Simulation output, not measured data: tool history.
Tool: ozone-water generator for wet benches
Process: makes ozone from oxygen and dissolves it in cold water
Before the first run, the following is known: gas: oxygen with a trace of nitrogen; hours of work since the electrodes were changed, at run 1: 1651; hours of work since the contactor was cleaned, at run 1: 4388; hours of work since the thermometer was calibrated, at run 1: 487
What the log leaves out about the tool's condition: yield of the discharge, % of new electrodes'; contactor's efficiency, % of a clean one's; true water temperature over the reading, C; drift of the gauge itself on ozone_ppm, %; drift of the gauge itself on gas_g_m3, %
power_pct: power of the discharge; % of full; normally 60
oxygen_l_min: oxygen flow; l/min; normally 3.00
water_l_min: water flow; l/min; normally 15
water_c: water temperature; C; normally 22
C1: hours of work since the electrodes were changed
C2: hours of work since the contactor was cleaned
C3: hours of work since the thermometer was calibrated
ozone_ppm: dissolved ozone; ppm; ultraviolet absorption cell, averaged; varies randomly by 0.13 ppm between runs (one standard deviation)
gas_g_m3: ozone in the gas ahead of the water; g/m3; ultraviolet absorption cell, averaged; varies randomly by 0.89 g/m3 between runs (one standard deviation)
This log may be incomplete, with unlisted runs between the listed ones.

Run 1, hour 0.0: usual settings; C1 1651; C2 4388; C3 487. Result: ozone_ppm 12.1 ppm, gas_g_m3 141.7 g/m3.
Run 2, hour 87.1: usual settings; C1 1726; C2 4463; C3 563. Result: ozone_ppm 12.1 ppm, gas_g_m3 142.2 g/m3.
Run 3, hour 125.2: usual settings; C1 1759; C2 4497; C3 596. Result: ozone_ppm 12.1 ppm, gas_g_m3 143.6 g/m3.
Run 4, hour 202.6: usual settings; C1 1826; C2 4564; C3 663. Result: ozone_ppm 11.9 ppm, gas_g_m3 141.9 g/m3.
Run 5, hour 282.4: usual settings; C1 1896; C2 4633; C3 732. Result: ozone_ppm 12.0 ppm, gas_g_m3 143.1 g/m3.
Run 6, hour 363.8: usual settings; C1 1966; C2 4704; C3 803. Result: ozone_ppm 11.9 ppm, gas_g_m3 143.5 g/m3.
Run 7, hour 401.9: usual settings but power_pct 86 % of full, oxygen_l_min 3.43 l/min, water_l_min 16 l/min, water_c 17 C; C1 1999; C2 4737; C3 836. Result: ozone_ppm 14.8 ppm, gas_g_m3 162.6 g/m3.
Run 8, hour 441.2: usual settings but power_pct 86 % of full, oxygen_l_min 3.43 l/min, water_l_min 16 l/min, water_c 17 C; C1 2034; C2 4771; C3 870. Result: ozone_ppm 14.7 ppm, gas_g_m3 159.4 g/m3.
Run 9, hour 483.1: usual settings but power_pct 86 % of full, oxygen_l_min 3.43 l/min, water_l_min 16 l/min, water_c 17 C; C1 2070; C2 4807; C3 906. Result: ozone_ppm 14.6 ppm, gas_g_m3 160.4 g/m3.
Run 10, hour 548.0: usual settings but power_pct 63 % of full, oxygen_l_min 1.79 l/min, water_l_min 18 l/min, water_c 18 C; C1 2126; C2 4863; C3 963. Result: ozone_ppm 9.3 ppm, gas_g_m3 179.0 g/m3.
Run 11, hour 589.4: usual settings but power_pct 43 % of full, water_l_min 14 l/min; C1 2162; C2 4899; C3 999. Result: ozone_ppm 10.7 ppm, gas_g_m3 121.2 g/m3.
Run 12, hour 646.8: usual settings but oxygen_l_min 2.73 l/min, water_c 14 C; C1 2212; C2 4949; C3 1048. Result: ozone_ppm 12.7 ppm, gas_g_m3 147.5 g/m3.

What if the next run were any one of these 4? Each begins from the tool's condition after run 12:
Run A, hour 725.4: usual settings but power_pct 91 % of full, oxygen_l_min 2.93 l/min, water_l_min 17 l/min; C1 2280; C2 5018; C3 1117. Result: ozone_ppm ?, gas_g_m3 ?.
Run B, hour 725.4: usual settings but power_pct 51 % of full, oxygen_l_min 2.96 l/min, water_c 14 C; C1 2280; C2 5018; C3 1117. Result: ozone_ppm ?, gas_g_m3 ?.
Run C, hour 725.4: usual settings but power_pct 85 % of full, oxygen_l_min 2.76 l/min; C1 2280; C2 5018; C3 1117. Result: ozone_ppm ?, gas_g_m3 ?.
Run D, hour 725.4: usual settings but power_pct 93 % of full, water_l_min 13 l/min, water_c 23 C; C1 2280; C2 5018; C3 1117. Result: ozone_ppm ?, gas_g_m3 ?.

run  ozone_ppm  gas_g_m3
  A       12.8     172.9
  B       12.3     131.1
  C       13.9     175.1
  D       16.2     177.3
Without the tool's unlogged condition, the same runs would have read:
run  ozone_ppm  gas_g_m3
  A       14.2     181.2
  B       13.4     135.8
  C       15.4     183.3
  D       17.8     186.0
